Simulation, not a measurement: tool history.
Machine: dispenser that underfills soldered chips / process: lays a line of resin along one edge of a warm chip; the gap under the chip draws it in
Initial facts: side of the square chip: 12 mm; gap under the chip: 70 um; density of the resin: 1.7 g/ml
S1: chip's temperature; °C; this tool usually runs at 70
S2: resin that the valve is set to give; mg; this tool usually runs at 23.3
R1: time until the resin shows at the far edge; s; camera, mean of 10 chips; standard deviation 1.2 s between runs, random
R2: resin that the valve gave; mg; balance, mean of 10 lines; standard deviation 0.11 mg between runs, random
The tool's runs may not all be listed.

run,hour,S1,S2,R1,R2
1,0.0,70,23.3,124.4,22.16
2,5.0,70,23.3,158.7,22.01
# hour 8.5: new syringe of resin
3,11.6,70,23.3,124.3,21.95
4,16.7,70,22.1,163.8,20.72
# hour 20.3: new syringe of resin
5,23.3,70,22.9,124.2,21.52
6,29.3,70,22.9,168.0,21.25
# hour 32.1: new syringe of resin
7,37.0,70,23.3,134.5,21.74
8,41.5,72,23.3,157.2,21.72
# hour 44.0: new syringe of resin
9,46.6,72,23.3,109.7,21.56
10,49.8,72,23.3,130.5,21.61
11,54.7,72,23.3,165.4,21.48
# hour 56.2: new syringe of resin
12,61.3,72,23.3,126.2,21.43
13,67.1,72,23.3,169.4,21.22
# hour 67.8: new syringe of resin
14,73.3,72,23.3,130.8,21.18
15,78.2,72,23.3,162.4,21.22
# hour 79.7: new syringe of resin
16,83.9,70,23.3,130.0,21.18
17,87.4,70,23.3,156.9,21.13
# hour 91.6: new syringe of resin
18,94.4,70,23.3,122.5,20.94
19,98.2,70,29.0,139.5,26.00
20,102.9,70,29.0,177.3,26.15
# hour 103.5: new syringe of resin
# hour 109.4: dispensing valve cleaned and set on the balance
21,109.4,70,29.0,127.4,29.06
22,113.5,60,27.9,238.1,27.74
# hour 116.1: new syringe of resin
23,118.7,57,27.2,201.4,27.14
24,125.1,57,27.2,274.2,26.95
# hour 128.2: new syringe of resin
25,129.6,80,20.9,76.5,20.78
26,134.1,80,25.6,90.1,25.23
# hour 140.0: new syringe of resin
27,141.2,57,28.6,188.6,27.88
28,144.9,80,30.3,85.2,29.67
# hour 151.8: new syringe of resin
29,151.8,80,30.3,66.3,29.72
30,155.6,65,24.1,153.3,23.50
31,159.5,65,24.2,187.1,23.60
# hour 163.6: new syringe of resin
32,163.9,65,24.2,130.4,23.53
33,167.9,77,23.6,94.7,22.99
34,171.5,77,23.6,114.6,23.02
# hour 175.3: new syringe of resin
35,177.7,73,25.5,98.1,24.54

Pick out some run-to-run changes in R1. Of each, how much would a tool without hidden state show as well, from the settings, what came in and chance, and how much is left for the hidden state and any gauge scatter not in both results compared?
The tool's hidden condition here consists of: resin's viscosity, % of fresh resin's; dose that the valve gives, % of what is set; true chip temperature over the reading, C; drift of the gauge itself on fill_s, %; drift of the gauge itself on given_mg, %.
Run 21 -> 22: S1 70 -> 60, S2 29.0 -> 27.9. R1 +110.7 s: hidden state +52.4, all else +58.3.
Run 22 -> 23: S1 60 -> 57, S2 27.9 -> 27.2, new syringe of resin. R1 -36.7 s: hidden state -61.3, all else +24.6.
Run 23 -> 24: no setting touched and nothing written in the log between the runs. R1 +72.8 s: hidden state +74.7, all else -1.9.
Run 24 -> 25: S1 57 -> 80, S2 27.2 -> 20.9, new syringe of resin. R1 -197.7 s: hidden state -84.4, all else -113.3.
Run 27 -> 28: S1 57 -> 80, S2 28.6 -> 30.3. R1 -103.4 s: hidden state +17.5, all else -120.9.
